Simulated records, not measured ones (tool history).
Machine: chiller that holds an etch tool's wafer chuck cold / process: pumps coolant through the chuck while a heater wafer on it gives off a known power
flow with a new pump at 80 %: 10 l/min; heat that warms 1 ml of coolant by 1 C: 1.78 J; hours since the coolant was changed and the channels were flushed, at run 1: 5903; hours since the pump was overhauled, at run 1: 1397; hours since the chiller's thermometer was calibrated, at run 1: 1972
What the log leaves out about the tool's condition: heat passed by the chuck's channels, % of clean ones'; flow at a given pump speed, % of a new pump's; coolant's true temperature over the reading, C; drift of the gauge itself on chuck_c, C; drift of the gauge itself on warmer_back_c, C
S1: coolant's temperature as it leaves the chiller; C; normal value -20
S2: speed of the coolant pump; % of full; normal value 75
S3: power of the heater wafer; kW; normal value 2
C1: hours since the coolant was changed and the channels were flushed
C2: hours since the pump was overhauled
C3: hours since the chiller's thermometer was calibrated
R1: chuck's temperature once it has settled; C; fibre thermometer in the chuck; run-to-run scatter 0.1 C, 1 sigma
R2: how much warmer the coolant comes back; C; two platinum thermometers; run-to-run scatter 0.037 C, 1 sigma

{"run": 1, "hour": 0.0, "S1": -20, "S2": 75, "S3": 2, "C1": 5903, "C2": 1397, "C3": 1972, "R1": 1.1, "R2": 7.15}
{"run": 2, "hour": 37.1, "S1": -20, "S2": 75, "S3": 1.718, "C1": 5940, "C2": 1434, "C3": 2009, "R1": -1.9, "R2": 6.11}
{"run": 3, "hour": 64.3, "S1": -20, "S2": 75, "S3": 1.707, "C1": 5967, "C2": 1461, "C3": 2037, "R1": -1.9, "R2": 6.16}
{"run": 4, "hour": 95.7, "S1": -20, "S2": 75, "S3": 1.707, "C1": 5998, "C2": 1492, "C3": 2068, "R1": -2, "R2": 6.17}
{"run": 5, "hour": 125.9, "S1": -28, "S2": 75, "S3": 2, "C1": 6029, "C2": 1523, "C3": 2098, "R1": -7, "R2": 7.2}
{"run": 6, "hour": 166.3, "S1": -23, "S2": 76, "S3": 1.363, "C1": 6069, "C2": 1563, "C3": 2139, "R1": -8.8, "R2": 4.87}
{"run": 7, "hour": 204.9, "S1": -28, "S2": 75, "S3": 1.279, "C1": 6108, "C2": 1602, "C3": 2177, "R1": -14.4, "R2": 4.58}
{"run": 8, "hour": 248.0, "S1": -28, "S2": 75, "S3": 1.279, "C1": 6151, "C2": 1645, "C3": 2220, "R1": -14.4, "R2": 4.6}
{"run": 9, "hour": 293.7, "S1": -28, "S2": 75, "S3": 1.279, "C1": 6196, "C2": 1690, "C3": 2266, "R1": -14.6, "R2": 4.55}
{"run": 10, "hour": 329.9, "S1": -28, "S2": 75, "S3": 1.279, "C1": 6233, "C2": 1727, "C3": 2302, "R1": -14.5, "R2": 4.59}

5 ways to go on from here, each from the tool as it stands after run 10. What would each give?
{"run": "A", "hour": 354.4, "S1": -20, "S2": 75, "S3": 1.373, "C1": 6257, "C2": 1751, "C3": 2327, "R1": "?", "R2": "?"}
{"run": "B", "hour": 354.4, "S1": -21, "S2": 76, "S3": 2.371, "C1": 6257, "C2": 1751, "C3": 2327, "R1": "?", "R2": "?"}
{"run": "C", "hour": 354.4, "S1": -28, "S2": 75, "S3": 1.279, "C1": 6257, "C2": 1751, "C3": 2327, "R1": "?", "R2": "?"}
{"run": "D", "hour": 354.4, "S1": -23, "S2": 80, "S3": 1.279, "C1": 6257, "C2": 1751, "C3": 2327, "R1": "?", "R2": "?"}
{"run": "E", "hour": 354.4, "S1": -20, "S2": 69, "S3": 1.033, "C1": 6257, "C2": 1751, "C3": 2327, "R1": "?", "R2": "?"}

run=A R1=-5.4 R2=4.92
run=B R1=3.6 R2=8.38
run=C R1=-14.5 R2=4.63
run=D R1=-10.2 R2=4.31
run=E R1=-8.2 R2=4.04
Without the tool's hidden state the same runs would have given:
run=A R1=-5.4 R2=4.91
run=B R1=3.6 R2=8.38
run=C R1=-14.5 R2=4.63
run=D R1=-10.2 R2=4.3
run=E R1=-8.2 R2=4.03
